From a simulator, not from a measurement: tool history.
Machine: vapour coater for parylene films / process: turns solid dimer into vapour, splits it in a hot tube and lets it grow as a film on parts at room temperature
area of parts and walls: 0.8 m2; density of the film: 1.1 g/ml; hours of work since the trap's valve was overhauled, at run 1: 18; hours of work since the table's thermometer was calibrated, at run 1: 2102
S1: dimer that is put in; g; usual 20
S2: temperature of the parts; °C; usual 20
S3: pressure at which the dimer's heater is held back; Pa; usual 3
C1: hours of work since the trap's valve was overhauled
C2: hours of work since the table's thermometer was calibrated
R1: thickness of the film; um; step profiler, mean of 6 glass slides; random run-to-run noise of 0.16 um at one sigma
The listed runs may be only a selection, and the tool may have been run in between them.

run,day,S1,S2,S3,C1,C2,R1
1,0,20,20,3,18,2102,18.61
2,3.05,27,20,3,83,2166,24.37
# day 5.412: table's thermometer calibrated
3,6.692,27,20,3,160,27,23.92
4,8.254,20,17,3,193,60,19.33
5,11.808,20,17,6.6,268,136,16.36
# day 14.933: trap's valve overhauled
6,15.075,12,20,3,3,202,11.49
7,17.642,20,28,3,58,256,15.09
8,21.175,8,20,3,133,331,7.16
9,24.096,20,29,3,195,394,13.58
10,26.154,20,29,3,239,437,13.43
11,29.721,20,20,2.75,314,513,16.27
# day 30.6: trap's valve overhauled
12,31.888,20,20,2.75,27,556,19.12
13,33.438,20,20,2.75,60,589,18.78
14,37.033,20,20,2.75,137,665,17.99
15,38.817,20,20,3,175,703,17.75
16,41.462,24,20,3,231,759,20.48
17,43.121,24,20,3,266,795,19.83
18,45.233,24,20,3,311,839,19.97
# day 46.283: trap's valve overhauled
19,47.492,24,20,3,26,884,22.41
20,50.233,20,20,3,84,942,18.13
21,52.379,20,20,3,130,988,17.88
22,54.371,20,20,3,172,1030,17.45
23,57.825,20,20,3,245,1104,17.01
24,61.362,35,17,3.67,321,1179,30.02
# day 62.075: trap's valve overhauled
25,64.017,35,17,3.67,41,1232,34.19
26,65.746,20,16,2.28,78,1268,21.07
27,68.054,20,18,3.36,127,1317,18.28
28,70.375,29,18,11.21,176,1367,21.6
29,72.079,21,18,3.86,213,1403,17.9
30,75.742,21,18,3.86,290,1481,17.36
# day 77.692: trap's valve overhauled
31,78.471,21,18,3.86,17,1535,20.04
32,80.175,21,20,4.81,53,1572,17.86
33,82.308,21,20,4.81,98,1617,17.77
34,85.088,17,21,3.75,157,1676,13.98
35,87.462,20,19,4.25,208,1727,16.81
36,89.788,20,19,4.25,257,1776,16.23
37,91.729,20,19,4.25,298,1817,15.8
# day 93.288: trap's valve overhauled
38,94.596,10,18,4.59,28,1875,9.11
39,97.871,10,18,4.59,97,1944,8.85
40,99.621,8,15,2.84,135,1981,8.17
41,101.696,13,17,5.04,179,2026,11.35
42,104.917,31,28,2.65,247,2094,21.21
43,107.112,31,28,2.65,294,2141,20.49
# day 109.05: trap's valve overhauled
44,110.142,31,28,2.65,23,2202,23.44
# day 110.838: table's thermometer calibrated
45,112.612,11,20,4.42,75,38,9.56

Take each entry between the runs: how does the hidden state at the last listed run before it differ from the hidden state at the first listed run after it?
Run 2 -> run 3: table's thermometer calibrated (day 5.412)
  vapour lost through the trap's worn valve, %: 3.9 -> 7.2; true temperature of the parts over the reading, C: 0.9 -> -0.01
  measured less the result without the state, R1: -1.6 -> -1.84 um
Run 5 -> run 6: trap's valve overhauled (day 14.933)
  vapour lost through the trap's worn valve, %: 12.4 -> 1; true temperature of the parts over the reading, C: 0.03 -> 0.06
  measured less the result without the state, R1: -2.34 -> -0.13 um
Run 11 -> run 12: trap's valve overhauled (day 30.6)
  vapour lost through the trap's worn valve, %: 15 -> 1.3; true temperature of the parts over the reading, C: 0.19 -> 0.21
  measured less the result without the state, R1: -2.98 -> -0.36 um
Run 18 -> run 19: trap's valve overhauled (day 46.283)
  vapour lost through the trap's worn valve, %: 14.1 -> 1.2; true temperature of the parts over the reading, C: 0.32 -> 0.34
  measured less the result without the state, R1: -3.49 -> -0.49 um
Run 24 -> run 25: trap's valve overhauled (day 62.075)
  vapour lost through the trap's worn valve, %: 14.2 -> 2.3; true temperature of the parts over the reading, C: 0.46 -> 0.48
  measured less the result without the state, R1: -5.41 -> -1.27 um
Run 30 -> run 31: trap's valve overhauled (day 77.692)
  vapour lost through the trap's worn valve, %: 13.9 -> 0.8; true temperature of the parts over the reading, C: 0.58 -> 0.61
  measured less the result without the state, R1: -3.13 -> -0.49 um
Run 37 -> run 38: trap's valve overhauled (day 93.288)
  vapour lost through the trap's worn valve, %: 13.8 -> 1.7; true temperature of the parts over the reading, C: 0.72 -> 0.75
  measured less the result without the state, R1: -2.9 -> -0.34 um
Run 43 -> run 44: trap's valve overhauled (day 109.05)
  vapour lost through the trap's worn valve, %: 13.8 -> 1.4; true temperature of the parts over the reading, C: 0.85 -> 0.88
  measured less the result without the state, R1: -3.81 -> -0.88 um
Run 44 -> run 45: table's thermometer calibrated (day 110.838)
  vapour lost through the trap's worn valve, %: 1.4 -> 3.7; true temperature of the parts over the reading, C: 0.88 -> 0.12
  measured less the result without the state, R1: -0.88 -> -0.4 um

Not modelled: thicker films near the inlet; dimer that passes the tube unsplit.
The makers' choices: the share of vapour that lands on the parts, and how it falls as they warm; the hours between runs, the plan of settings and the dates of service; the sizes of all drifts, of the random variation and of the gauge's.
